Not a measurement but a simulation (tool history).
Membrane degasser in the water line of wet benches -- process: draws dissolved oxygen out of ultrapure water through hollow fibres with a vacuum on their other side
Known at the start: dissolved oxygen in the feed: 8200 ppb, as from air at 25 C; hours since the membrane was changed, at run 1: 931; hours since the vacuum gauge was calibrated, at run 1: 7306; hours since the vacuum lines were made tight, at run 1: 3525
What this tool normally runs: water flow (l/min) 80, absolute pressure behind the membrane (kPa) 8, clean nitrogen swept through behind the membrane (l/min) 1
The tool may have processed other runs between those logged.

| run | hour | water flow (l/min) | absolute pressure behind the membrane (kPa) | clean nitrogen swept through behind the membrane (l/min) | hours since the membrane was changed | hours since the vacuum gauge was calibrated | hours since the vacuum lines were made tight | dissolved oxygen in the water behind the degasser (ppb) | pressure that the water loses in the fibres (kPa) |
|---|---|---|---|---|---|---|---|---|---|
| 1 | 0 | 80 | 8 | 1 | 931 | 7306 | 3525 | 644.4 | 49.42 |
| 2 | 127.5 | 80 | 8 | 1 | 1058 | 7433 | 3653 | 653.6 | 49.79 |
| 3 | 257.1 | 80 | 8 | 1 | 1188 | 7563 | 3782 | 645.9 | 49.19 |
| 4 | 408.3 | 80 | 8 | 1 | 1339 | 7714 | 3933 | 647.7 | 49.05 |
| 5 | 572.6 | 80 | 8 | 1 | 1503 | 7878 | 4098 | 644.4 | 49.53 |
| 6 | 720.6 | 80 | 8 | 1 | 1651 | 8026 | 4246 | 649.8 | 49.37 |
| 7 | 873.9 | 80 | 8 | 1 | 1804 | 8180 | 4399 | 654.6 | 49.6 |
| 8 | 962.3 | 62 | 8 | 1.37 | 1893 | 8268 | 4487 | 433.7 | 38.27 |

Run 9 comes next. What will it give?
| 9 | 1052.5 | 80 | 8 | 0.44 | 1983 | 8358 | 4578 | ? | ? |

Logged for run 9: dissolved oxygen in the water behind the degasser (ppb) 1007.1, pressure that the water loses in the fibres (kPa) 49.56.
Without the tool's hidden state the same run would have given dissolved oxygen in the water behind the degasser (ppb) 952.8, pressure that the water loses in the fibres (kPa) 49.25.

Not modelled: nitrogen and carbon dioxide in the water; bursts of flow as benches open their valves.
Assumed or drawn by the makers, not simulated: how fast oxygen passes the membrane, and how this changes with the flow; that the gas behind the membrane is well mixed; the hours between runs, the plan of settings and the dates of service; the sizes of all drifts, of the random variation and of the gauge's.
